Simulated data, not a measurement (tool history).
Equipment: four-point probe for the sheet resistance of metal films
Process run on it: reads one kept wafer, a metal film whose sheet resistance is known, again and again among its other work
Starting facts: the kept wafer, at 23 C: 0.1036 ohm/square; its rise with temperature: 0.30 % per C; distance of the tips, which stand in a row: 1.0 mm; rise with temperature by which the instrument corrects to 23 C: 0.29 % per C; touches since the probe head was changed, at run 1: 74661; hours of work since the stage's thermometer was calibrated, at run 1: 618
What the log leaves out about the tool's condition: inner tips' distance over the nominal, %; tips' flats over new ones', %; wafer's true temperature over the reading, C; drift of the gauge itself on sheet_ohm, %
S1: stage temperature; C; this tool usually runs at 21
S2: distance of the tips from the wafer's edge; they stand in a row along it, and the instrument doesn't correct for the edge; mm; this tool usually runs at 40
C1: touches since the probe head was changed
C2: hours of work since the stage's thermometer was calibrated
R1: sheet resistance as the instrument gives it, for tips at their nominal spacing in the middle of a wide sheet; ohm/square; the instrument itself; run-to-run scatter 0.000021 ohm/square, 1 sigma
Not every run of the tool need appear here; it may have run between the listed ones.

Run 1, hour 0.0: usual settings; C1 74661; C2 618. Result: R1 0.103743 ohm/square.
Run 2, hour 51.9: usual settings; C1 76014; C2 640. Result: R1 0.103769 ohm/square.
Run 3, hour 106.6: usual settings but S1 27 C; C1 77442; C2 662. Result: R1 0.103843 ohm/square.
Run 4, hour 156.5: usual settings but S1 27 C; C1 78743; C2 682. Result: R1 0.103858 ohm/square.
Run 5, hour 224.0: usual settings but S1 27 C; C1 80504; C2 710. Result: R1 0.103870 ohm/square.
Run 6, hour 265.2: usual settings; C1 81578; C2 727. Result: R1 0.103788 ohm/square.
Run 7, hour 338.1: usual settings; C1 83480; C2 757. Result: R1 0.103818 ohm/square.
Run 8, hour 396.5: usual settings; C1 85004; C2 781. Result: R1 0.103825 ohm/square.
At hour 401.7: stage's thermometer calibrated.
Run 9, hour 427.2: usual settings; C1 85792; C2 10. Result: R1 0.103819 ohm/square.
Run 10, hour 498.6: usual settings; C1 87655; C2 40. Result: R1 0.103842 ohm/square.
Run 11, hour 564.0: usual settings; C1 89359; C2 66. Result: R1 0.103846 ohm/square.
Run 12, hour 600.1: usual settings; C1 90301; C2 81. Result: R1 0.103848 ohm/square.
Run 13, hour 658.4: usual settings but S2 35 mm; C1 91823; C2 105. Result: R1 0.103833 ohm/square.
Run 14, hour 701.5: usual settings but S1 22 C, S2 8 mm; C1 92948; C2 123. Result: R1 0.104683 ohm/square.
Run 15, hour 758.8: usual settings but S1 22 C, S2 8 mm; C1 94442; C2 146. Result: R1 0.104727 ohm/square.
Run 16, hour 820.5: usual settings but S1 22 C, S2 8 mm; C1 96051; C2 171. Result: R1 0.104699 ohm/square.
At hour 844.9: stage's thermometer calibrated, once more.
Run 17, hour 855.4: usual settings but S2 38 mm; C1 96949; C2 4. Result: R1 0.103937 ohm/square.
Run 18, hour 923.3: usual settings but S1 31 C, S2 38 mm; C1 98720; C2 32. Result: R1 0.104029 ohm/square.
Run 19, hour 993.9: usual settings but S2 5 mm; C1 100561; C2 61. Result: R1 0.106040 ohm/square.
Run 20, hour 1057.0: usual settings but S2 5 mm; C1 102206; C2 87. Result: R1 0.106079 ohm/square.
Run 21, hour 1093.9: usual settings but S2 5 mm; C1 103170; C2 102. Result: R1 0.106127 ohm/square.
Run 22, hour 1136.9: usual settings but S1 24 C, S2 30 mm; C1 104292; C2 119. Result: R1 0.104005 ohm/square.
Run 23, hour 1169.2: usual settings but S1 24 C, S2 30 mm; C1 105133; C2 133. Result: R1 0.104019 ohm/square.
Run 24, hour 1235.2: usual settings but S1 32 C, S2 18 mm; C1 106854; C2 160. Result: R1 0.104204 ohm/square.
Run 25, hour 1289.9: usual settings but S1 32 C, S2 18 mm; C1 108283; C2 182. Result: R1 0.104212 ohm/square.

Below are 5 alternative next runs, each starting from the tool's condition after run 25. Predict each:
Run A, hour 1340.6: usual settings but S1 18 C, S2 14 mm; C1 109604; C2 203. Result: R1 ?.
Run B, hour 1340.6: usual settings but S2 48 mm; C1 109604; C2 203. Result: R1 ?.
Run C, hour 1340.6: usual settings but S1 33 C, S2 5 mm; C1 109604; C2 203. Result: R1 ?.
Run D, hour 1340.6: usual settings but S1 28 C, S2 8 mm; C1 109604; C2 203. Result: R1 ?.
Run E, hour 1340.6: usual settings but S2 7 mm; C1 109604; C2 203. Result: R1 ?.

run        R1
  A  0.104211
  B  0.103971
  C  0.106270
  D  0.104903
  E  0.105093
What these runs would have given with no unlogged condition in the tool:
run        R1
  A  0.103850
  B  0.103611
  C  0.105902
  D  0.104539
  E  0.104729

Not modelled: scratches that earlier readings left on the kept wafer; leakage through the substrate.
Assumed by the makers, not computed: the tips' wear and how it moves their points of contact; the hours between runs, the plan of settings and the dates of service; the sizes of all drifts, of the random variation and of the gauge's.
